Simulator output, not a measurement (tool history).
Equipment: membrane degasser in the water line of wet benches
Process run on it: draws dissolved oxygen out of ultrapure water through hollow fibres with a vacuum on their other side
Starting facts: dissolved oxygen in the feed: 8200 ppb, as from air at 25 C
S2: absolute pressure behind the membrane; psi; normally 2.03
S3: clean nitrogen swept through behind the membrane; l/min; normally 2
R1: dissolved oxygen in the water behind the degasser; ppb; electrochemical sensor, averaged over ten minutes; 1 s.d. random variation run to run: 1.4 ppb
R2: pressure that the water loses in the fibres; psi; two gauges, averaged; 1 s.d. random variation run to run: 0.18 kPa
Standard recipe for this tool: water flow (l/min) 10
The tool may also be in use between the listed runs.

run 1 day=0 | water_flow_(l/min)=10 S2=2.03 S3=2 | R1=149.5 R2=5.043
run 2 day=2.346 | water_flow_(l/min)=10 S2=2.03 S3=2 | R1=150.3 R2=5.034
run 3 day=5.562 | water_flow_(l/min)=10 S2=2.84 S3=2 | R1=214 R2=5.042
-- day=6.079 vacuum gauge calibrated
run 4 day=8.642 | water_flow_(l/min)=10 S2=2.84 S3=2 | R1=215.4 R2=5.005
run 5 day=10.329 | water_flow_(l/min)=10 S2=2.84 S3=2 | R1=215.3 R2=5.053
run 6 day=13.633 | water_flow_(l/min)=10 S2=2.03 S3=0.87 | R1=301.2 R2=5.034
run 7 day=16.788 | water_flow_(l/min)=10 S2=2.03 S3=0.87 | R1=307.4 R2=5.072
run 8 day=19.496 | water_flow_(l/min)=10 S2=2.03 S3=0.87 | R1=304.8 R2=5.014
run 9 day=21.758 | water_flow_(l/min)=10 S2=2.03 S3=2 | R1=146.9 R2=4.988
run 10 day=24.171 | water_flow_(l/min)=10 S2=2.03 S3=2 | R1=146.5 R2=5.044
run 11 day=26.575 | water_flow_(l/min)=10 S2=2.03 S3=2 | R1=148 R2=5.023
run 12 day=29.95 | water_flow_(l/min)=10 S2=2.03 S3=2 | R1=147.9 R2=5.06
run 13 day=32.771 | water_flow_(l/min)=10 S2=1.25 S3=2 | R1=81.3 R2=5.072
run 14 day=35.6 | water_flow_(l/min)=10 S2=1.25 S3=2 | R1=80.3 R2=5.03
run 15 day=38.842 | water_flow_(l/min)=6 S2=4.53 S3=2 | R1=232.4 R2=3.053
run 16 day=42.058 | water_flow_(l/min)=10 S2=3.63 S3=2.66 | R1=222.3 R2=5.073
run 17 day=44.904 | water_flow_(l/min)=8 S2=4.92 S3=3.59 | R1=182.6 R2=4.026
run 18 day=48.621 | water_flow_(l/min)=14 S2=4.92 S3=3.39 | R1=351.4 R2=7.126
run 19 day=51.725 | water_flow_(l/min)=14 S2=1.39 S3=0.89 | R1=269.3 R2=7.094
run 20 day=54.575 | water_flow_(l/min)=7 S2=3.05 S3=0.96 | R1=327.7 R2=3.571
run 21 day=57.4 | water_flow_(l/min)=7 S2=3.05 S3=0.96 | R1=335.1 R2=3.536
run 22 day=59.6 | water_flow_(l/min)=7 S2=3.05 S3=0.96 | R1=329.3 R2=3.529
run 23 day=63.317 | water_flow_(l/min)=7 S2=3.05 S3=0.96 | R1=336.6 R2=3.614
run 24 day=66.325 | water_flow_(l/min)=7 S2=3.05 S3=0.96 | R1=339.5 R2=3.556
run 25 day=68.862 | water_flow_(l/min)=12 S2=3.79 S3=2 | R1=370.9 R2=6.129
-- day=69.962 seals of the vacuum lines changed
run 26 day=71.717 | water_flow_(l/min)=12 S2=3.79 S3=2 | R1=343 R2=6.145
run 27 day=75.138 | water_flow_(l/min)=14 S2=3.79 S3=1.21 | R1=622 R2=7.181
run 28 day=78.396 | water_flow_(l/min)=14 S2=3.79 S3=1.21 | R1=617.3 R2=7.116

Branching from run 28: 5 alternative next runs. What would each branch give?
run A day=80.542 | water_flow_(l/min)=8 S2=2.03 S3=3.13 | R1=? R2=?
run B day=80.542 | water_flow_(l/min)=7 S2=1.71 S3=2 | R1=? R2=?
run C day=80.542 | water_flow_(l/min)=11 S2=3.31 S3=1.81 | R1=? R2=?
run D day=80.542 | water_flow_(l/min)=10 S2=3.23 S3=2 | R1=? R2=?
run E day=80.542 | water_flow_(l/min)=14 S2=3.89 S3=1.21 | R1=? R2=?

run=A R1=75.2 R2=4.077
run=B R1=77.1 R2=3.535
run=C R1=297.9 R2=5.651
run=D R1=238.4 R2=5.126
run=E R1=639.6 R2=7.159
Without the tool's unlogged condition, the same runs would have read:
run=A R1=72.4 R2=3.899
run=B R1=74.5 R2=3.379
run=C R1=290.7 R2=5.406
run=D R1=232.6 R2=4.902
run=E R1=626.7 R2=6.849
